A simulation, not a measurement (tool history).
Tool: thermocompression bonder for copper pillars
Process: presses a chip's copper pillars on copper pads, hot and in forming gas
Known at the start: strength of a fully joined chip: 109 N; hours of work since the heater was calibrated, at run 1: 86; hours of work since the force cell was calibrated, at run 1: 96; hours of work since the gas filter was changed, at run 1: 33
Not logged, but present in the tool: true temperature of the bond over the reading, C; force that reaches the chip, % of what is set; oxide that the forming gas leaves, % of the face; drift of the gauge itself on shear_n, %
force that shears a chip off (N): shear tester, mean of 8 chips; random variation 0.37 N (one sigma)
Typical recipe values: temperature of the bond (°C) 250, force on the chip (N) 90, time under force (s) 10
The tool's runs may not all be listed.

run	day	temperature of the bond (°C)	force on the chip (N)	time under force (s)	hours of work since the heater was calibrated	hours of work since the force cell was calibrated	hours of work since the gas filter was changed	force that shears a chip off (N)
1	0	250	90	10	86	96	33	40.8
2	0.571	250	83	10	92	101	39	37.3
3	1.162	250	83	10	98	107	45	37.5
4	1.521	250	83	10	101	111	48	37.6
5	2.038	250	83	10	106	116	53	37.5
6	2.421	250	90	7	110	119	57	35.2
7	3.012	250	90	10	116	125	63	41.1
8	3.525	250	90	10	121	130	68	41.1
9	3.896	250	90	10	124	134	71	41.2
10	4.271	250	90	10	128	137	75	40.3
11	4.775	250	90	10	133	142	80	41.3
12	5.267	243	90	10	138	147	85	36
13	5.6	250	90	10	141	150	88	40.8
14	5.842	250	76	10	143	153	90	34.2
15	6.292	250	90	10	148	157	95	40.6
16	6.775	250	90	10	152	162	99	40.6
17	7.071	250	90	13	155	165	102	44.7
18	7.421	250	90	10	159	168	106	40.6
19	7.792	250	90	6	162	172	109	32.5
20	8.362	250	90	6	168	177	115	33.6
21	8.675	266	90	10	171	180	118	50.7
22	9.008	244	107	7	174	184	121	38.1
23	9.554	246	107	9	179	189	127	42.8
24	9.867	245	68	14	183	192	130	31.6
25	10.342	253	80	23	187	197	134	51.4
26	10.762	250	117	10	191	201	138	51.6
27	11.258	250	117	10	196	206	143	52.3
28	11.779	250	117	10	201	211	148	51.8
29	12.367	274	106	10	207	216	154	63.3
30	12.775	274	82	25	211	220	158	70.2
31	13.033	223	128	8	213	223	160	33.5
32	13.275	269	70	10	216	225	163	41.3
33	13.762	270	70	29	221	230	168	60.8
34	14.067	270	70	29	224	233	171	61.1
35	14.483	246	100	10	228	237	175	42
36	15.008	246	100	10	233	242	180	41.3
37	15.3	246	100	10	236	245	183	41.9
38	15.596	247	62	10	238	248	185	25.4
39	16.138	250	75	22	244	253	191	44.6
40	16.454	250	75	22	247	256	194	44.9
41	16.808	250	119	23	250	260	197	67.3

Subtracting, for every run, the result it would have given without the tool's unlogged condition from the measured result gives the following. The same run-to-run variation enters both numbers; the gauge's scatter may not:
run	force that shears a chip off (N)
1	-1.6
2	-1.5
3	-1.6
4	-1.7
5	-1.7
6	-1.6
7	-1.8
8	-1.9
9	-1.9
10	-1.9
11	-1.9
12	-1.8
13	-2
14	-1.8
15	-2.1
16	-2.1
17	-2.3
18	-2.2
19	-1.8
20	-2
21	-2.5
22	-2.3
23	-2.5
24	-1.9
25	-2.8
26	-2.9
27	-3
28	-3
29	-3.1
30	-3.3
31	-2.5
32	-2.5
33	-3.3
34	-3.2
35	-2.8
36	-2.9
37	-2.9
38	-1.9
39	-3.1
40	-3.2
41	-4
